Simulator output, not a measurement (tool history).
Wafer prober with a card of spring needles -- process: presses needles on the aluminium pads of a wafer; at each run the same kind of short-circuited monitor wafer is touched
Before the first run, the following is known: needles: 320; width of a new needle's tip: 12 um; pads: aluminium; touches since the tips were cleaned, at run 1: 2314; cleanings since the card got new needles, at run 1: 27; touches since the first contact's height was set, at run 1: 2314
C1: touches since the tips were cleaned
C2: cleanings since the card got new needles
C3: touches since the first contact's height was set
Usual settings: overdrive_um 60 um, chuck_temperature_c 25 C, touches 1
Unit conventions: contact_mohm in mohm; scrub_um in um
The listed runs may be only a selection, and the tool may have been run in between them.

Run 1, hour 0.0: usual settings; C1 2314; C2 27; C3 2314. Result: contact_mohm 175 mohm, scrub_um 10.41 um.
At hour 7.3: tips cleaned on abrasive film.
Run 2, hour 10.3: usual settings; C1 1603; C2 28; C3 7831. Result: contact_mohm 200 mohm, scrub_um 10.39 um.
At hour 19.2: tips cleaned on abrasive film.
Run 3, hour 23.5: usual settings; C1 2325; C2 29; C3 14946. Result: contact_mohm 181 mohm, scrub_um 10.36 um.
At hour 31.0: tips cleaned on abrasive film.
At hour 43.7: tips cleaned on abrasive film.
Run 4, hour 47.1: usual settings; C1 1884; C2 31; C3 27644. Result: contact_mohm 173 mohm, scrub_um 10.39 um.
At hour 54.9: tips cleaned on abrasive film.
Run 5, hour 58.4: usual settings; C1 1897; C2 32; C3 33703. Result: contact_mohm 172 mohm, scrub_um 10.36 um.
At hour 66.7: tips cleaned on abrasive film.
Run 6, hour 76.4: usual settings; C1 5296; C2 33; C3 43430. Result: contact_mohm 190 mohm, scrub_um 10.31 um.
At hour 78.3: tips cleaned on abrasive film.
At hour 89.1: tips cleaned on abrasive film.
Run 7, hour 92.2: usual settings; C1 1673; C2 35; C3 51841. Result: contact_mohm 179 mohm, scrub_um 10.30 um.
At hour 100.0: tips cleaned on abrasive film, once more.
Run 8, hour 107.3: usual settings but touches 3; C1 3980; C2 36; C3 59993. Result: contact_mohm 163 mohm, scrub_um 10.30 um.
At hour 111.1: tips cleaned on abrasive film.
Run 9, hour 119.2: usual settings but touches 3; C1 4393; C2 37; C3 66415. Result: contact_mohm 165 mohm, scrub_um 10.30 um.
At hour 122.9: tips cleaned on abrasive film.
At hour 135.5: tips cleaned on abrasive film.
Run 10, hour 135.9: usual settings but touches 3; C1 234; C2 39; C3 75350. Result: contact_mohm 153 mohm, scrub_um 10.28 um.
At hour 147.0: tips cleaned on abrasive film.
At hour 157.8: tips cleaned on abrasive film.
Run 11, hour 159.7: usual settings; C1 1035; C2 41; C3 88133. Result: contact_mohm 168 mohm, scrub_um 10.28 um.
At hour 169.7: tips cleaned on abrasive film.
Run 12, hour 171.5: usual settings but touches 2; C1 952; C2 42; C3 94443. Result: contact_mohm 158 mohm, scrub_um 10.26 um.
At hour 181.0: tips cleaned on abrasive film.
Run 13, hour 186.0: usual settings; C1 2720; C2 43; C3 102301. Result: contact_mohm 181 mohm, scrub_um 10.21 um.
At hour 191.8: tips cleaned on abrasive film.
At hour 203.6: tips cleaned on abrasive film.
Run 14, hour 205.0: usual settings; C1 790; C2 45; C3 112482. Result: contact_mohm 166 mohm, scrub_um 10.22 um.
At hour 215.9: tips cleaned on abrasive film.
Run 15, hour 221.8: usual settings; C1 3175; C2 46; C3 121521. Result: contact_mohm 181 mohm, scrub_um 10.23 um.
At hour 227.0: tips cleaned on abrasive film.
At hour 237.9: tips cleaned on abrasive film.
Run 16, hour 237.9: usual settings; C1 0; C2 48; C3 130133. Result: contact_mohm 148 mohm, scrub_um 10.23 um.
At hour 248.6: tips cleaned on abrasive film.
Run 17, hour 250.6: usual settings but chuck_temperature_c 26 C, touches 2; C1 1107; C2 49; C3 136992. Result: contact_mohm 156 mohm, scrub_um 10.16 um.
At hour 259.9: tips cleaned on abrasive film.
Run 18, hour 267.8: usual settings but overdrive_um 51 um, chuck_temperature_c 42 C; C1 4312; C2 50; C3 146242. Result: contact_mohm 206 mohm, scrub_um 8.61 um.
At hour 271.0: tips cleaned on abrasive film.
Run 19, hour 281.5: usual settings but overdrive_um 51 um, chuck_temperature_c 42 C; C1 5741; C2 51; C3 153633. Result: contact_mohm 213 mohm, scrub_um 8.59 um.
At hour 283.8: tips cleaned on abrasive film.
At hour 294.6: tips cleaned on abrasive film.
Run 20, hour 298.5: usual settings but overdrive_um 51 um, chuck_temperature_c 42 C; C1 2116; C2 53; C3 162733. Result: contact_mohm 191 mohm, scrub_um 8.60 um.
At hour 306.3: tips cleaned on abrasive film.
At hour 318.8: tips cleaned on abrasive film.
Run 21, hour 321.4: usual settings but overdrive_um 72 um, chuck_temperature_c 58 C, touches 2; C1 1388; C2 55; C3 175001. Result: contact_mohm 163 mohm, scrub_um 12.20 um.
At hour 329.9: tips cleaned on abrasive film.
At hour 341.5: tips cleaned on abrasive film.
Run 22, hour 343.3: usual settings but overdrive_um 72 um, chuck_temperature_c 58 C, touches 2; C1 996; C2 57; C3 186783. Result: contact_mohm 161 mohm, scrub_um 12.20 um.
At hour 350.6: height of the first contact set anew.
At hour 352.9: tips cleaned on abrasive film.
Run 23, hour 362.1: usual settings but overdrive_um 40 um, chuck_temperature_c 78 C, touches 2; C1 5019; C2 58; C3 6184. Result: contact_mohm 214 mohm, scrub_um 6.92 um.
At hour 363.6: tips cleaned on abrasive film.
At hour 375.3: tips cleaned on abrasive film.
Run 24, hour 383.5: usual settings but overdrive_um 58 um, chuck_temperature_c 27 C, touches 2; C1 4478; C2 60; C3 17678. Result: contact_mohm 174 mohm, scrub_um 9.98 um.
At hour 386.7: tips cleaned on abrasive film.
Run 25, hour 397.0: usual settings but overdrive_um 67 um, chuck_temperature_c 27 C, touches 2; C1 5556; C2 61; C3 24903. Result: contact_mohm 168 mohm, scrub_um 11.56 um.
At hour 398.6: tips cleaned on abrasive film.
At hour 410.5: tips cleaned on abrasive film.
Run 26, hour 419.0: usual settings but overdrive_um 66 um, chuck_temperature_c 52 C; C1 4616; C2 63; C3 36760. Result: contact_mohm 185 mohm, scrub_um 11.35 um.
At hour 422.1: tips cleaned on abrasive film.
At hour 433.4: tips cleaned on abrasive film.
Run 27, hour 433.4: usual settings but overdrive_um 62 um, chuck_temperature_c 26 C, touches 2; C1 0; C2 65; C3 44458. Result: contact_mohm 152 mohm, scrub_um 10.64 um.
At hour 444.8: tips cleaned on abrasive film.
Run 28, hour 448.4: usual settings but overdrive_um 46 um, chuck_temperature_c 48 C; C1 1918; C2 66; C3 52504. Result: contact_mohm 199 mohm, scrub_um 7.90 um.
At hour 457.1: tips cleaned on abrasive film.
Run 29, hour 460.4: usual settings but overdrive_um 46 um, chuck_temperature_c 48 C; C1 1745; C2 67; C3 58944. Result: contact_mohm 201 mohm, scrub_um 7.88 um.
At hour 469.3: tips cleaned on abrasive film.
At hour 481.5: tips cleaned on abrasive film.
Run 30, hour 483.1: usual settings but overdrive_um 79 um, chuck_temperature_c 48 C; C1 863; C2 69; C3 71153. Result: contact_mohm 161 mohm, scrub_um 13.52 um.
At hour 492.2: tips cleaned on abrasive film.
Run 31, hour 502.0: usual settings but overdrive_um 68 um, chuck_temperature_c 74 C, touches 2; C1 5303; C2 70; C3 81353. Result: contact_mohm 176 mohm, scrub_um 11.64 um.
At hour 504.1: tips cleaned on abrasive film.
At hour 516.3: tips cleaned on abrasive film.
Run 32, hour 523.4: usual settings but overdrive_um 68 um, chuck_temperature_c 77 C, touches 2; C1 3845; C2 72; C3 92852. Result: contact_mohm 178 mohm, scrub_um 11.64 um.

Subtracting, for every run, the result it would have given without the tool's unlogged condition from the measured result gives the following. The same run-to-run variation enters both numbers; the gauge's scatter may not:
The tool's hidden condition here consists of: debris on the tips, nm; way that the needles fall short of the set height, um; tips' diameter, um; drift of the gauge itself on contact_mohm, %; drift of the gauge itself on scrub_um, %.
run  contact_mohm  scrub_um
  1           +30     +0.00
  2           +56     +0.00
  3           +33     +0.00
  4           +27     -0.02
  5           +27     -0.04
  6           +42     -0.04
  7           +28     -0.06
  8           +15     -0.07
  9           +16     -0.08
 10            +4     -0.09
 11           +21     -0.11
 12           +11     -0.12
 13           +34     -0.13
 14           +20     -0.14
 15           +36     -0.15
 16            +6     -0.16
 17           +12     -0.18
 18           +55     -0.18
 19           +60     -0.19
 20           +40     -0.20
 21           +12     -0.22
 22           +10     -0.24
 23           +50     -0.01
 24           +27     -0.02
 25           +23     -0.03
 26           +37     -0.05
 27            +2     -0.06
 28           +45     -0.08
 29           +48     -0.08
 30           +12     -0.10
 31           +22     -0.12
 32           +21     -0.13
